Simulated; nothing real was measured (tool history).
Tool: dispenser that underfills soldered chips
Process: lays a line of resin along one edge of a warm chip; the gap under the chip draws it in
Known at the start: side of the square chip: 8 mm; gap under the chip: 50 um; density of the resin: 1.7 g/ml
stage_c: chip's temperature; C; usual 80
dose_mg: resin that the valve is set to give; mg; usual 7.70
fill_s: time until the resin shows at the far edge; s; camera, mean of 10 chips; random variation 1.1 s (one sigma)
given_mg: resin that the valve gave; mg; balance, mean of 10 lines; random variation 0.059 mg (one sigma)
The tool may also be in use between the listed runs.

run,hour,stage_c,dose_mg,fill_s,given_mg
1,0.0,80,7.70,117.8,7.20
2,8.7,80,7.58,177.7,7.00
# hour 14.5: new syringe of resin
3,18.6,80,7.70,131.7,7.14
4,26.7,80,7.70,195.1,7.00
# hour 31.0: new syringe of resin
5,33.8,80,7.70,124.2,7.20
6,39.8,80,7.70,164.7,6.93
# hour 46.7: new syringe of resin
7,47.4,80,7.70,111.3,6.99
8,55.0,80,7.70,165.6,6.82
9,61.5,66,7.70,341.8,6.76
# hour 62.9: new syringe of resin
10,66.4,66,7.70,197.4,6.81
11,75.8,66,7.70,312.8,6.79
# hour 79.4: new syringe of resin
12,83.8,80,7.38,136.0,6.53
13,89.5,80,7.38,177.3,6.32
# hour 95.6: new syringe of resin
14,98.8,80,7.38,129.1,6.30
15,103.2,80,8.49,151.7,7.33
# hour 106.7: dispensing valve cleaned and set on the balance
# hour 112.8: new syringe of resin
16,114.5,69,9.69,154.3,9.59
17,119.8,95,6.57,98.1,6.47
18,127.9,75,7.19,258.6,7.13
# hour 128.7: new syringe of resin
19,137.4,73,6.87,202.2,6.77
20,141.8,73,8.40,236.7,8.30
# hour 144.7: new syringe of resin
21,152.0,72,8.62,185.9,8.29
22,159.0,94,7.54,139.1,7.28
# hour 160.5: new syringe of resin
23,165.3,93,9.82,88.3,9.52
24,174.7,68,8.31,303.5,8.09
# hour 176.4: new syringe of resin
25,182.5,81,7.85,133.4,7.48
26,186.7,80,7.22,170.0,6.77
27,191.5,80,7.22,217.1,6.88
# hour 192.2: new syringe of resin
28,201.5,76,7.96,184.0,7.51
# hour 208.1: new syringe of resin
29,208.5,77,6.59,124.4,6.16
30,217.7,95,6.97,111.4,6.45

Forecast each of these 5 alternatives for the next run:
# hour 224.3: new syringe of resin
A,225.8,69,6.93,?,?
# hour 224.3: new syringe of resin
B,225.8,94,9.14,?,?
# hour 224.3: new syringe of resin
C,225.8,67,7.52,?,?
# hour 224.3: new syringe of resin
D,225.8,85,9.98,?,?
# hour 224.3: new syringe of resin
E,225.8,83,6.97,?,?

run,fill_s,given_mg
A,164.2,6.44
B,70.6,8.41
C,167.4,6.89
D,89.8,9.19
E,104.5,6.53
Without the tool's hidden state the same runs would have given:
run,fill_s,given_mg
A,161.3,6.97
B,70.0,9.11
C,166.0,7.46
D,89.7,9.95
E,102.1,7.07

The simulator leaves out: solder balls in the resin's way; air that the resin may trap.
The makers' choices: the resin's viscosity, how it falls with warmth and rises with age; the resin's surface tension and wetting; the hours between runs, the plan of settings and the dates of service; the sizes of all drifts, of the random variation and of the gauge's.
